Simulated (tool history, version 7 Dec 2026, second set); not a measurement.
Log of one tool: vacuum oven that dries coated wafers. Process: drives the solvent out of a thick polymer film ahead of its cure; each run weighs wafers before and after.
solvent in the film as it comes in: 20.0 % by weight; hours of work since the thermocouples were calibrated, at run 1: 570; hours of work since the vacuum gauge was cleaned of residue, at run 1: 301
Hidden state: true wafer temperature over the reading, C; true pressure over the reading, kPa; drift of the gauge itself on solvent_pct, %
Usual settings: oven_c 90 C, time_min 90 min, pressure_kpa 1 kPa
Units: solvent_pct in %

run,day,oven_c,time_min,pressure_kpa,hours of work since the thermocouples were calibrated,hours of work since the vacuum gauge was cleaned of residue,solvent_pct
1,0,90,90,1,570,301,2.78
2,1.012,90,90,2,583,313,3.54
3,1.762,90,90,2,592,323,3.59
4,2.446,90,90,2,601,331,3.56
5,3.567,90,48,1,615,345,5.96
6,4.658,90,48,1,628,359,5.96
7,5.271,90,48,1,636,366,5.97
8,5.775,90,49,1,642,372,5.88
9,6.929,90,152,1,656,387,1.33
10,7.612,90,152,1,665,395,1.33
11,8.333,90,152,1,674,404,1.31
12,9.354,90,152,1,686,417,1.3
13,9.988,90,90,2.5,694,425,3.95
14,10.725,91,90,1,703,434,2.55
15,11.7,91,90,1,715,446,2.55
# day 12.012: oven's thermocouples calibrated
16,12.729,91,90,1,9,458,2.57
17,13.462,90,90,1,18,467,2.8
18,14.088,90,90,1,26,475,2.79
19,14.804,90,90,1,35,483,2.8
20,15.529,90,90,1,44,492,2.78
21,16.354,87,64,2.99,54,503,6.84
22,17.4,84,66,3.77,67,516,8.4
23,18.112,84,66,1.19,76,524,6.4
24,19.012,99,90,1,87,536,1.15
25,20.117,99,46,1,101,549,3.39
26,20.596,99,46,1,106,555,3.41
27,21.146,99,82,1,113,562,1.34
28,21.738,99,82,1,121,569,1.34
29,22.621,90,81,0.62,132,580,2.98
30,23.467,90,81,0.62,142,591,2.96
31,24.367,102,90,0.94,153,602,0.79
32,25.138,101,90,0.67,163,612,0.71
33,25.604,101,90,0.67,169,617,0.75
34,26.246,101,90,0.67,177,625,0.81
35,26.908,76,153,0.67,185,634,4.2
36,27.558,76,153,0.72,193,642,4.23
37,28.575,76,107,1.8,205,654,7.32
38,29.092,80,117,3.88,212,661,7.57
39,29.821,82,103,0.77,221,670,4.35

How the hidden state differs across the entries between the runs, from the last listed run before each to the first after it:
Between runs 15 and 16: oven's thermocouples calibrated (day 12.012)
  true wafer temperature over the reading, C: -0.02 -> -0.01
